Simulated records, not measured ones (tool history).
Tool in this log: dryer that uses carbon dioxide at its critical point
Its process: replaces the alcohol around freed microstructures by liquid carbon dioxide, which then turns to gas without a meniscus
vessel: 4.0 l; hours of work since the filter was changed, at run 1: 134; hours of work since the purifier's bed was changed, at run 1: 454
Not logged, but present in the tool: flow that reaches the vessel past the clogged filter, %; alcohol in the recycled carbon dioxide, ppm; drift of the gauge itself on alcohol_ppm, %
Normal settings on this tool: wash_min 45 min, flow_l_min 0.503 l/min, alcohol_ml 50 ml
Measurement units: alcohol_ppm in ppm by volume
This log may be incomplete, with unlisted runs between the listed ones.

run   hour  wash_min  flow_l_min  alcohol_ml  hours of work since the filter was changed  hours of work since the purifier's bed was changed  alcohol_ppm
  1    0.0        45       0.503          50                                         134                                                 454          303
  2   26.2        45       0.503          50                                         146                                                 466          302
  3   43.9        45       0.503          50                                         154                                                 474          313
  4   70.9        45       0.503          50                                         167                                                 487          316
  5   89.0        45       0.503          50                                         175                                                 496          306
  6  113.6        45       0.503          50                                         187                                                 507          321
  7  142.9        45       0.503          50                                         201                                                 521          321
  8  166.3        45       0.503          67                                         212                                                 532          416
  9  180.8        45       0.503          67                                         218                                                 539          417
 10  214.8        45       0.503          67                                         234                                                 555          426
 11  246.3        45       0.503          50                                         249                                                 569          329
 12  275.7        45       0.503          50                                         263                                                 583          334
 13  298.3        45       0.503          50                                         273                                                 594          332
 14  321.4        45       0.792          30                                         284                                                 604           95
 15  336.5        45       0.578          20                                         291                                                 611          139
 16  359.5        39       0.578          20                                         302                                                 622          177
 17  387.1        39       0.578          20                                         315                                                 635          178
 18  402.7        45       0.326          83                                         322                                                 643         1804
 19  424.9        45       0.684          33                                         333                                                 653          127
 20  451.3        45       0.684          33                                         345                                                 665          129
 21  476.3        45       0.684          33                                         357                                                 677          140
 22  494.2        33       0.564          50                                         365                                                 685          628
 23  523.8        28       0.463          85                                         379                                                 699         2470
 24  548.1        65       0.348          48                                         390                                                 711          365

Here are 4 independent what-if runs from the current tool condition. What would each one return?
  A  575.8        29       0.654          24                                         403                                                 724            ?
  B  575.8        52       0.646          94                                         403                                                 724            ?
  C  575.8        27       0.522          48                                         403                                                 724            ?
  D  575.8        65       0.348          37                                         403                                                 724            ?

run  alcohol_ppm
  A          350
  B          164
  C         1223
  D          300
Without the tool's unlogged condition, the same runs would have read:
run  alcohol_ppm
  A          210
  B           48
  C          972
  D          166

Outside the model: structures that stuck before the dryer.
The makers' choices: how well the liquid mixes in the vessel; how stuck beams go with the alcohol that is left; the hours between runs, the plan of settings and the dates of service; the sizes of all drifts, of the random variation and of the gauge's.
